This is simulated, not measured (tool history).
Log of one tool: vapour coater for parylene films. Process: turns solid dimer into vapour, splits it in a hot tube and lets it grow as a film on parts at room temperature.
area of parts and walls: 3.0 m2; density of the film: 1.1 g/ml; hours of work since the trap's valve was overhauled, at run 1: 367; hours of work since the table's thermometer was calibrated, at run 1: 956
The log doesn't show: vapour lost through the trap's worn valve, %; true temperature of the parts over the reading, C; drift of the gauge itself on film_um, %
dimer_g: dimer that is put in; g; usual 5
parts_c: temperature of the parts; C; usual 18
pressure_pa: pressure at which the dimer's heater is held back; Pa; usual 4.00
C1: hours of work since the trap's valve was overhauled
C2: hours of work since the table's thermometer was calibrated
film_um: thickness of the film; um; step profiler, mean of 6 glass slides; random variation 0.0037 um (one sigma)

{"run": 1, "hour": 0.0, "dimer_g": 5, "parts_c": 18, "pressure_pa": 4.0, "C1": 367, "C2": 956, "film_um": 0.815}
{"run": 2, "hour": 31.2, "dimer_g": 5, "parts_c": 18, "pressure_pa": 4.0, "C1": 383, "C2": 973, "film_um": 0.825}
{"run": 3, "hour": 76.0, "dimer_g": 5, "parts_c": 18, "pressure_pa": 4.0, "C1": 407, "C2": 997, "film_um": 0.819}
{"run": 4, "hour": 117.0, "dimer_g": 5, "parts_c": 18, "pressure_pa": 2.72, "C1": 429, "C2": 1018, "film_um": 0.884}
{"run": 5, "hour": 140.9, "dimer_g": 5, "parts_c": 18, "pressure_pa": 2.72, "C1": 442, "C2": 1031, "film_um": 0.882}
{"run": 6, "hour": 165.5, "dimer_g": 5, "parts_c": 18, "pressure_pa": 2.72, "C1": 455, "C2": 1044, "film_um": 0.884}
{"run": 7, "hour": 195.6, "dimer_g": 5, "parts_c": 18, "pressure_pa": 2.72, "C1": 471, "C2": 1060, "film_um": 0.881}
{"run": 8, "hour": 228.5, "dimer_g": 5, "parts_c": 18, "pressure_pa": 4.0, "C1": 489, "C2": 1078, "film_um": 0.816}
{"run": 9, "hour": 259.2, "dimer_g": 4, "parts_c": 18, "pressure_pa": 4.0, "C1": 505, "C2": 1094, "film_um": 0.656}
{"hour": 282.4, "done": "table's thermometer calibrated"}
{"run": 10, "hour": 303.9, "dimer_g": 4, "parts_c": 18, "pressure_pa": 4.0, "C1": 528, "C2": 11, "film_um": 0.651}
{"hour": 349.8, "done": "trap's valve overhauled"}
{"run": 11, "hour": 352.3, "dimer_g": 4, "parts_c": 18, "pressure_pa": 4.0, "C1": 1, "C2": 35, "film_um": 0.652}
{"run": 12, "hour": 395.5, "dimer_g": 5, "parts_c": 18, "pressure_pa": 4.0, "C1": 24, "C2": 58, "film_um": 0.811}
{"run": 13, "hour": 421.3, "dimer_g": 5, "parts_c": 18, "pressure_pa": 4.0, "C1": 38, "C2": 72, "film_um": 0.818}
{"run": 14, "hour": 464.9, "dimer_g": 5, "parts_c": 18, "pressure_pa": 4.0, "C1": 61, "C2": 95, "film_um": 0.806}
{"run": 15, "hour": 504.8, "dimer_g": 5, "parts_c": 13, "pressure_pa": 4.0, "C1": 83, "C2": 117, "film_um": 1.037}
{"run": 16, "hour": 534.3, "dimer_g": 6, "parts_c": 13, "pressure_pa": 4.0, "C1": 99, "C2": 132, "film_um": 1.242}
{"run": 17, "hour": 562.4, "dimer_g": 6, "parts_c": 13, "pressure_pa": 4.0, "C1": 114, "C2": 147, "film_um": 1.24}
{"run": 18, "hour": 590.7, "dimer_g": 3, "parts_c": 23, "pressure_pa": 2.34, "C1": 129, "C2": 163, "film_um": 0.416}
{"run": 19, "hour": 612.2, "dimer_g": 6, "parts_c": 15, "pressure_pa": 2.11, "C1": 140, "C2": 174, "film_um": 1.278}
{"run": 20, "hour": 631.9, "dimer_g": 6, "parts_c": 15, "pressure_pa": 2.11, "C1": 151, "C2": 185, "film_um": 1.268}
{"run": 21, "hour": 668.2, "dimer_g": 7, "parts_c": 16, "pressure_pa": 3.85, "C1": 170, "C2": 204, "film_um": 1.249}
{"run": 22, "hour": 713.7, "dimer_g": 5, "parts_c": 18, "pressure_pa": 11.01, "C1": 194, "C2": 228, "film_um": 0.655}
{"run": 23, "hour": 751.6, "dimer_g": 3, "parts_c": 12, "pressure_pa": 4.0, "C1": 215, "C2": 249, "film_um": 0.65}
{"run": 24, "hour": 771.1, "dimer_g": 6, "parts_c": 11, "pressure_pa": 5.76, "C1": 225, "C2": 259, "film_um": 1.254}
{"run": 25, "hour": 800.5, "dimer_g": 6, "parts_c": 11, "pressure_pa": 2.72, "C1": 241, "C2": 275, "film_um": 1.467}
{"run": 26, "hour": 829.2, "dimer_g": 3, "parts_c": 11, "pressure_pa": 2.72, "C1": 256, "C2": 290, "film_um": 0.734}
{"hour": 838.1, "done": "gauge calibrated"}
{"run": 27, "hour": 863.0, "dimer_g": 4, "parts_c": 28, "pressure_pa": 4.0, "C1": 274, "C2": 308, "film_um": 0.402}

Forecast each of these 3 alternatives for the next run:
{"run": "A", "hour": 896.2, "dimer_g": 4, "parts_c": 20, "pressure_pa": 3.55, "C1": 292, "C2": 326, "film_um": "?"}
{"run": "B", "hour": 896.2, "dimer_g": 3, "parts_c": 10, "pressure_pa": 4.0, "C1": 292, "C2": 326, "film_um": "?"}
{"run": "C", "hour": 896.2, "dimer_g": 5, "parts_c": 28, "pressure_pa": 4.0, "C1": 292, "C2": 326, "film_um": "?"}

run=A film_um=0.608
run=B film_um=0.730
run=C film_um=0.498
Without the tool's hidden state the same runs would have given:
run=A film_um=0.609
run=B film_um=0.732
run=C film_um=0.500

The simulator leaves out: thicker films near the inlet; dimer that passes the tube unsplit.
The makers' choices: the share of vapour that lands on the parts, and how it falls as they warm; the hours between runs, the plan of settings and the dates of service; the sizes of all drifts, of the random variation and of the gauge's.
